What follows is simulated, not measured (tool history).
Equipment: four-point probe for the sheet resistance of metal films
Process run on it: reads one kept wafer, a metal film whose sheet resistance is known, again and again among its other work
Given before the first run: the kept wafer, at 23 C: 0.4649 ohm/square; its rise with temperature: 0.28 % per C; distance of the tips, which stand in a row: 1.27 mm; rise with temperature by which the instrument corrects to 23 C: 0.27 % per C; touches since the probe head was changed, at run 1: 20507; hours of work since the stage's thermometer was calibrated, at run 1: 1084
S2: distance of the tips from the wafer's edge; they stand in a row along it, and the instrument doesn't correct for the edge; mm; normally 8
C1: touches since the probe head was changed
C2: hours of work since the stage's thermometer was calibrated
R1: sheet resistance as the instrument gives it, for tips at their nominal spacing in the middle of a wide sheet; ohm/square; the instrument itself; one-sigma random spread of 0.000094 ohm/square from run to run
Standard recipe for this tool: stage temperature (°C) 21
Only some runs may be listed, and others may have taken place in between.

Run 1, hour 0: usual settings; C1 20507; C2 1084. Result: R1 0.471145 ohm/square.
Run 2, hour 17.2: usual settings; C1 20767; C2 1094. Result: R1 0.47085 ohm/square.
Run 3, hour 40.2: usual settings but S2 32 mm; C1 21115; C2 1106. Result: R1 0.46537 ohm/square.
Run 4, hour 64.4: usual settings; C1 21483; C2 1119. Result: R1 0.471057 ohm/square.
Run 5, hour 96.7: usual settings; C1 21973; C2 1137. Result: R1 0.471101 ohm/square.
Run 6, hour 125: usual settings; C1 22400; C2 1152. Result: R1 0.471093 ohm/square.
Run 7, hour 145: usual settings; C1 22704; C2 1163. Result: R1 0.471007 ohm/square.
Run 8, hour 162.6: usual settings; C1 22971; C2 1172. Result: R1 0.470932 ohm/square.
Run 9, hour 196.6: usual settings; C1 23486; C2 1191. Result: R1 0.471009 ohm/square.
Run 10, hour 212.7: usual settings but stage temperature (°C) 27; C1 23731; C2 1199. Result: R1 0.471074 ohm/square.
Run 11, hour 241.3: usual settings; C1 24163; C2 1215. Result: R1 0.47106 ohm/square.
At hour 250.9: stage's thermometer calibrated.
Run 12, hour 266.4: usual settings but stage temperature (°C) 19; C1 24536; C2 8. Result: R1 0.471204 ohm/square.
Run 13, hour 296.8: usual settings but stage temperature (°C) 19; C1 24998; C2 25. Result: R1 0.470996 ohm/square.
Run 14, hour 328.2: usual settings but stage temperature (°C) 19; C1 25473; C2 42. Result: R1 0.47113 ohm/square.
Run 15, hour 362.2: usual settings but S2 13 mm; C1 25988; C2 60. Result: R1 0.467192 ohm/square.
Run 16, hour 395.2: usual settings but S2 13 mm; C1 26488; C2 78. Result: R1 0.467279 ohm/square.
Run 17, hour 418: usual settings but stage temperature (°C) 22; C1 26834; C2 90. Result: R1 0.471011 ohm/square.
Run 18, hour 439.4: usual settings but stage temperature (°C) 19; C1 27158; C2 102. Result: R1 0.471032 ohm/square.
Run 19, hour 469.6: usual settings but S2 4 mm; C1 27617; C2 118. Result: R1 0.488621 ohm/square.
Run 20, hour 494.6: usual settings but S2 4 mm; C1 27995; C2 132. Result: R1 0.48869 ohm/square.
Run 21, hour 525.5: usual settings but S2 4 mm; C1 28464; C2 148. Result: R1 0.488611 ohm/square.
Run 22, hour 548.3: usual settings but S2 7 mm; C1 28809; C2 160. Result: R1 0.472971 ohm/square.
Run 23, hour 564.7: usual settings but S2 4 mm; C1 29057; C2 169. Result: R1 0.48865 ohm/square.
Run 24, hour 584.1: usual settings but stage temperature (°C) 34, S2 26 mm; C1 29352; C2 180. Result: R1 0.465733 ohm/square.
Run 25, hour 603.5: usual settings but stage temperature (°C) 31, S2 69 mm; C1 29646; C2 190. Result: R1 0.465305 ohm/square.
Run 26, hour 620: usual settings but stage temperature (°C) 22, S2 19 mm; C1 29896; C2 199. Result: R1 0.466016 ohm/square.
Run 27, hour 635.1: usual settings but stage temperature (°C) 31, S2 29 mm; C1 30125; C2 207. Result: R1 0.465827 ohm/square.
Run 28, hour 665: usual settings but stage temperature (°C) 31, S2 16 mm; C1 30578; C2 223. Result: R1 0.4668 ohm/square.
Run 29, hour 697.3: usual settings but stage temperature (°C) 24, S2 21 mm; C1 31067; C2 241. Result: R1 0.465841 ohm/square.
Run 30, hour 730.1: usual settings but stage temperature (°C) 20, S2 44 mm; C1 31564; C2 259. Result: R1 0.465092 ohm/square.
Run 31, hour 760.5: usual settings but stage temperature (°C) 31, S2 12 mm; C1 32025; C2 275. Result: R1 0.468091 ohm/square.
Run 32, hour 780.3: usual settings but stage temperature (°C) 35, S2 14 mm; C1 32325; C2 286. Result: R1 0.467402 ohm/square.
Run 33, hour 813.3: usual settings but S2 5 mm; C1 32826; C2 303. Result: R1 0.480537 ohm/square.
Run 34, hour 840.1: usual settings but stage temperature (°C) 29, S2 22 mm; C1 33231; C2 318. Result: R1 0.465962 ohm/square.
Run 35, hour 868.3: usual settings but stage temperature (°C) 23, S2 72 mm; C1 33659; C2 333. Result: R1 0.464945 ohm/square.
Run 36, hour 891: usual settings but stage temperature (°C) 23, S2 72 mm; C1 34002; C2 345. Result: R1 0.465016 ohm/square.
Run 37, hour 910.7: usual settings but stage temperature (°C) 30, S2 6 mm; C1 34302; C2 356. Result: R1 0.47595 ohm/square.
Run 38, hour 928.8: usual settings but stage temperature (°C) 30, S2 6 mm; C1 34576; C2 366. Result: R1 0.475906 ohm/square.
Run 39, hour 951.7: usual settings but stage temperature (°C) 22, S2 53 mm; C1 34923; C2 378. Result: R1 0.465064 ohm/square.
Run 40, hour 981.4: usual settings but stage temperature (°C) 22, S2 53 mm; C1 35373; C2 394. Result: R1 0.464928 ohm/square.
Run 41, hour 1016.2: usual settings but stage temperature (°C) 25, S2 12 mm; C1 35900; C2 413. Result: R1 0.467635 ohm/square.
Run 42, hour 1037.4: usual settings but stage temperature (°C) 25, S2 12 mm; C1 36222; C2 424. Result: R1 0.46774 ohm/square.
Run 43, hour 1068.3: usual settings but stage temperature (°C) 29, S2 38 mm; C1 36690; C2 441. Result: R1 0.465391 ohm/square.
Run 44, hour 1089.4: usual settings but stage temperature (°C) 29, S2 38 mm; C1 37010; C2 452. Result: R1 0.465421 ohm/square.
Run 45, hour 1113.2: usual settings but stage temperature (°C) 23, S2 3 mm; C1 37371; C2 465. Result: R1 0.505483 ohm/square.
Run 46, hour 1132: usual settings but stage temperature (°C) 30, S2 15 mm; C1 37656; C2 475. Result: R1 0.466699 ohm/square.

Consider 3 possible next runs. They are alternatives, not a sequence: every one starts from the tool as it was left by run 46. What does each give?
Run A, hour 1147.6: usual settings but stage temperature (°C) 30, S2 11 mm; C1 37892; C2 484. Result: R1 ?.
Run B, hour 1147.6: usual settings but stage temperature (°C) 24, S2 18 mm; C1 37892; C2 484. Result: R1 ?.
Run C, hour 1147.6: usual settings but stage temperature (°C) 26, S2 15 mm; C1 37892; C2 484. Result: R1 ?.

run        R1
  A  0.468355
  B  0.466112
  C   0.46677
Take away the tool's hidden state, keep each run's random variation, and the runs would have read:
run        R1
  A  0.468359
  B  0.466115
  C  0.466773

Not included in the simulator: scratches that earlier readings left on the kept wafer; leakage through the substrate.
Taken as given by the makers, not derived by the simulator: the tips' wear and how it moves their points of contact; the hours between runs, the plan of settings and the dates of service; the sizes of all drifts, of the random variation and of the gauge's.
